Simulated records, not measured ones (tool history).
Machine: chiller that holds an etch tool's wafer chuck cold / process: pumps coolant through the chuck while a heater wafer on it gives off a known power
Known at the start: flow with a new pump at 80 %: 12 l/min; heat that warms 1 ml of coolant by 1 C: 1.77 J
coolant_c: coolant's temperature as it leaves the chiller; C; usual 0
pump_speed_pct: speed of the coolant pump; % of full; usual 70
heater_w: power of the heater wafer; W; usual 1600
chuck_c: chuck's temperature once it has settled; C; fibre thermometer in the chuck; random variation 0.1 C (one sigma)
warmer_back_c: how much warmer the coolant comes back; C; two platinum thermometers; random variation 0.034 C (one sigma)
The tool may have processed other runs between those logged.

run,hour,coolant_c,pump_speed_pct,heater_w,chuck_c,warmer_back_c
1,0,0,70,1600,16.6,5.15
2,20.7,0,70,1600,16.5,5.18
3,37.6,0,70,1349,14,4.35
4,51.2,0,70,1600,16.7,5.14
5,66.8,0,70,852,8.8,2.71
6,88.5,0,60,852,9.5,3.19
7,114.2,0,87,1600,14.3,4.02
8,129.4,0,87,1600,14.2,4.1
9,150.7,0,87,1600,14.3,4.1
10,169.7,0,87,1600,14.3,3.99
11,189.3,3,77,2227,24.7,6.44
12,203.8,-10,92,1669,4.5,4
13,216.4,-1,65,1600,16.3,5.46
14,231.9,-1,65,1854,19.2,6.4
15,261.3,-9,75,876,-0.4,2.46
16,275.1,-9,91,1995,8.3,4.78
17,295.3,-9,91,1995,8.5,4.8
18,313.5,-9,91,1995,8.6,4.77
19,337.2,0,98,1021,8.4,2.12
20,358.6,0,98,1021,8.6,2.16

Consider 5 possible next runs. They are alternatives, not a sequence: every one starts from the tool as it was left by run 20. What does each give?
A,371.5,8,62,1935,?,?
B,371.5,8,87,1063,?,?
C,371.5,-3,86,1045,?,?
D,371.5,0,98,2314,?,?
E,371.5,0,92,1098,?,?

run,chuck_c,warmer_back_c
A,29.8,6.9
B,17.4,2.5
C,6.3,2.57
D,19,5.09
E,9.8,2.45
Take away the tool's hidden state, keep each run's random variation, and the runs would have read:
run,chuck_c,warmer_back_c
A,29.8,7.14
B,17.4,2.74
C,6.3,2.82
D,19,5.33
E,9.8,2.69
